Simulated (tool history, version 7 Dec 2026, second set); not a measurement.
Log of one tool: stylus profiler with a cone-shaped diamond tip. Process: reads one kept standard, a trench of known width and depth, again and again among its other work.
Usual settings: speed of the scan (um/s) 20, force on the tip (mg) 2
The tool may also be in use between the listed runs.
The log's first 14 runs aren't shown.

run	hour	speed of the scan (um/s)	force on the tip (mg)	scans with this tip	hours of work since the height scale was calibrated	depth of the trench (angstrom)	width of the trench's floor (µm)
15	285.5	7	2	12555	1143	1004.4	28.32
16	299.2	20	1.09	12674	1154	1002.1	28.19
17	320	34	0.69	12857	1171	1000.7	28.13
18	343.7	34	0.69	13063	1189	1000.9	28.01
19	368.6	10	0.69	13280	1209	1000.3	28.32
20	391.3	17	1.09	13479	1227	1001.4	28.21
21	416.6	17	1.09	13700	1247	1001.2	28.16
22	441.6	17	1.09	13918	1267	1001.3	28.17
23	468.9	8	4.25	14156	1289	1008.6	28.3
24	493.7	8	4.25	14373	1309	1007.9	28.24
25	510.9	38	0.68	14523	1322	999.9	28.02
26	538.3	14	4.34	14762	1344	1008.3	28.28
27	567.3	14	4.34	15015	1367	1008	28.28
28	588.9	40	1.39	15203	1384	1002.1	28.09
29	608.4	21	3.93	15374	1400	1007.3	28.23
30	625.3	53	3.76	15521	1413	1006.9	28.11
31	646.5	30	2.23	15707	1430	1004	28.11
32	665.9	30	2.23	15876	1445	1003.9	28.12

Forecast each of these 4 alternatives for the next run:
A	686.2	7	5.86	16053	1462	?	?
B	686.2	9	2	16053	1462	?	?
C	686.2	20	2.82	16053	1462	?	?
D	686.2	7	3.4	16053	1462	?	?

run	depth of the trench (angstrom)	width of the trench's floor (µm)
A	1010.6	28.27
B	1003.6	28.29
C	1004.9	28.2
D	1006.3	28.25
Without the tool's hidden state the same runs would have given:
run	depth of the trench (angstrom)	width of the trench's floor (µm)
A	1014.2	28.58
B	1007.3	28.6
C	1008.5	28.52
D	1009.9	28.56
